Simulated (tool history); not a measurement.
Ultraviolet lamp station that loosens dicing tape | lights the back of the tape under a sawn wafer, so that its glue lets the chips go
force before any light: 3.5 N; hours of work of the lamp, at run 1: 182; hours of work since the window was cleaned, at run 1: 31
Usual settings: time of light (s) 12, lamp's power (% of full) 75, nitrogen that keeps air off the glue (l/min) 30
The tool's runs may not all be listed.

| run | hour | time of light (s) | lamp's power (% of full) | nitrogen that keeps air off the glue (l/min) | hours of work of the lamp | hours of work since the window was cleaned | force that peels the tape off (N) | light that reached the tape (mJ/cm2) |
|---|---|---|---|---|---|---|---|---|
| 1 | 0.0 | 12 | 75 | 30 | 182 | 31 | 0.406 | 398 |
| 2 | 33.7 | 12 | 80 | 30 | 199 | 48 | 0.355 | 425 |
| 3 | 57.6 | 12 | 80 | 30 | 211 | 60 | 0.376 | 422 |
| 4 | 82.5 | 12 | 80 | 30 | 224 | 73 | 0.367 | 424 |
| 5 | 126.2 | 12 | 96 | 30 | 246 | 95 | 0.276 | 504 |
| 6 | 166.1 | 12 | 96 | 30 | 266 | 115 | 0.289 | 498 |
| 7 | 201.4 | 12 | 86 | 15 | 284 | 133 | 0.500 | 447 |
| 8 | 240.5 | 17 | 71 | 31 | 304 | 153 | 0.277 | 514 |
| 9 | 276.0 | 17 | 67 | 27 | 322 | 171 | 0.305 | 488 |
| 10 | 299.6 | 17 | 67 | 27 | 334 | 183 | 0.322 | 489 |
| 11 | 342.1 | 17 | 84 | 27 | 355 | 205 | 0.229 | 602 |

4 ways to go on from here, each from the tool as it stands after run 11. What would each give?
| A | 365.7 | 12 | 75 | 31 | 367 | 217 | ? | ? |
| B | 365.7 | 8 | 75 | 30 | 367 | 217 | ? | ? |
| C | 365.7 | 17 | 96 | 30 | 367 | 217 | ? | ? |
| D | 365.7 | 17 | 79 | 49 | 367 | 217 | ? | ? |

| run | force that peels the tape off (N) | light that reached the tape (mJ/cm2) |
|---|---|---|
| A | 0.429 | 377 |
| B | 0.803 | 251 |
| C | 0.194 | 689 |
| D | 0.199 | 568 |
Without the tool's hidden state the same runs would have given:
| run | force that peels the tape off (N) | light that reached the tape (mJ/cm2) |
|---|---|---|
| A | 0.364 | 418 |
| B | 0.696 | 279 |
| C | 0.180 | 764 |
| D | 0.183 | 630 |
